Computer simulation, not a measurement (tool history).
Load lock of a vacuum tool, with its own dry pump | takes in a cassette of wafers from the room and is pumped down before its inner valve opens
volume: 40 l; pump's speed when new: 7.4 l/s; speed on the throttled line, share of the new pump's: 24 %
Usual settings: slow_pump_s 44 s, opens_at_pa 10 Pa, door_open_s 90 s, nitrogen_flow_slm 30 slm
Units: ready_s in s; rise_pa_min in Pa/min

run      day  slow_pump_s  opens_at_pa  door_open_s  nitrogen_flow_slm  incoming humidity of the room's air, %  ready_s  rise_pa_min
  1    0.000           44           10           90                 30                                    42.6     84.1        0.074
  2    3.788           44           10           90                 30                                    47.5     85.0        0.080
  3    8.912           44           10           90                 30                                    47.7     83.5        0.084
  4   13.567           44           10           90                 30                                    48.6     84.6        0.090
  5   17.725           44           10           90                 30                                    45.8     84.3        0.079
  6   21.200           44           10           90                 30                                    48.0     85.1        0.096
  7   26.308           44           10           90                 12                                    49.7     84.7        0.106
  8   31.958           44           10           90                 12                                    44.1     84.0        0.101
  9   37.654           44           10           90                 12                                    46.8     84.2        0.103
 10   42.346           44           10           90                 12                                    44.9     84.5        0.101
 11   45.450           44           10           90                 12                                    45.6     85.0        0.104
 12   48.479           44           10           90                 12                                    45.6     84.2        0.106
 13   53.504           44           10           90                 12                                    44.9     84.7        0.105
 14   57.492           44           10           90                 12                                    46.6     85.2        0.107
 15   60.175           44           10           90                 12                                    48.0     84.6        0.108
 16   66.446           44           10           90                 12                                    44.4     84.5        0.101
 17   69.771           44           10           90                 30                                    48.1     85.8        0.094
 18   74.504           44           10           90                 30                                    45.2     84.3        0.086
 19   81.083           44           10           90                 30                                    43.5     84.9        0.091
 20   84.504           44            8           87                 30                                    47.3     85.6        0.089
 21   87.258           29           15           40                 35                                    48.5     71.1        0.077
 22   91.517           44            9           35                 44                                    43.8     86.2        0.074
 23   97.946           44            9           35                 44                                    48.0     85.3        0.073
 24  103.079           84           17           86                  8                                    46.0    111.5        0.113
 25  109.708           84           17           86                 19                                    48.0    112.1        0.105
 26  114.625           56           17           86                 19                                    45.8     91.8        0.108
 27  117.504           56           17           86                 19                                    44.2     90.7        0.108
 28  121.629           33           19           50                 30                                    43.6     73.1        0.083
 29  127.762           79           14           73                  5                                    44.9    109.2        0.119
 30  132.921           79           14           73                  5                                    49.1    109.2        0.127
 31  136.200           44           10          181                 30                                    46.2     84.2        0.120
 32  141.525           44           10          181                 30                                    43.3     84.7        0.115
 33  147.546           28            8          179                  5                                    45.9     74.8        0.162
 34  151.554           44            7          164                 38                                    42.8     87.2        0.107
 35  157.100           44            7          164                 38                                    46.8     86.9        0.119
 36  163.617           29            7          164                 18                                    42.0     77.1        0.131
 37  169.667           25           10          153                 30                                    43.6     71.1        0.118

Some steps in ready_s between neighbouring runs. How much of each would the tool show without its hidden state too (settings, what came in, random variation), and how much is left for the hidden state, with any gauge scatter that isn't in both results?
The hidden state here: pump's speed, % of a new pump's; leak at the door's seal, Pa l/s; drift of the gauge itself on ready_s, %; drift of the gauge itself on rise_pa_min, %.
Run 23 -> 24: slow_pump_s 44 -> 84, opens_at_pa 9 -> 17, door_open_s 35 -> 86, nitrogen_flow_slm 44 -> 8. ready_s +26.2 s: hidden state -0.5, all else +26.7.
Run 27 -> 28: slow_pump_s 56 -> 33, opens_at_pa 17 -> 19, door_open_s 86 -> 50, nitrogen_flow_slm 19 -> 30. ready_s -17.6 s: hidden state +0.3, all else -17.9.
Run 28 -> 29: slow_pump_s 33 -> 79, opens_at_pa 19 -> 14, door_open_s 50 -> 73, nitrogen_flow_slm 30 -> 5. ready_s +36.1 s: hidden state -0.3, all else +36.4.
Run 30 -> 31: slow_pump_s 79 -> 44, opens_at_pa 14 -> 10, door_open_s 73 -> 181, nitrogen_flow_slm 5 -> 30. ready_s -25.0 s: hidden state +0.3, all else -25.3.
